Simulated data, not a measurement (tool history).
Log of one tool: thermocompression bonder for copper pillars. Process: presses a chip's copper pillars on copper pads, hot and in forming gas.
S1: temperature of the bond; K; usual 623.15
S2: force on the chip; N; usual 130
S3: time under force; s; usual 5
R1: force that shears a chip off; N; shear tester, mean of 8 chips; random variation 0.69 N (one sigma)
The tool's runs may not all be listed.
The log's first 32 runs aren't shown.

run   hour      S1   S2  S3    R1
 33  389.7  604.15  154   9  75.9
 34  397.7  604.15  154   9  76.9
 35  409.1  604.15  154   9  75.3
 36    423  604.15  154   3  54.7
 37  435.3  604.15  154   3    55
 38  442.1  604.15  154   3  54.6
 39  458.5  604.15  154   3  55.1
 40  465.8  623.15  158  10  86.9

Forecast each of these 4 alternatives for the next run:
  A  478.3  623.15  182   5   ?
  B  478.3  616.15  114   5   ?
  C  478.3  640.15  173   5   ?
  D  478.3  616.15  130  10   ?

run    R1
  A  80.2
  B  56.6
  C  84.6
  D  75.5
Without the tool's hidden state the same runs would have given:
run    R1
  A  76.4
  B  52.4
  C  81.4
  D  71.5
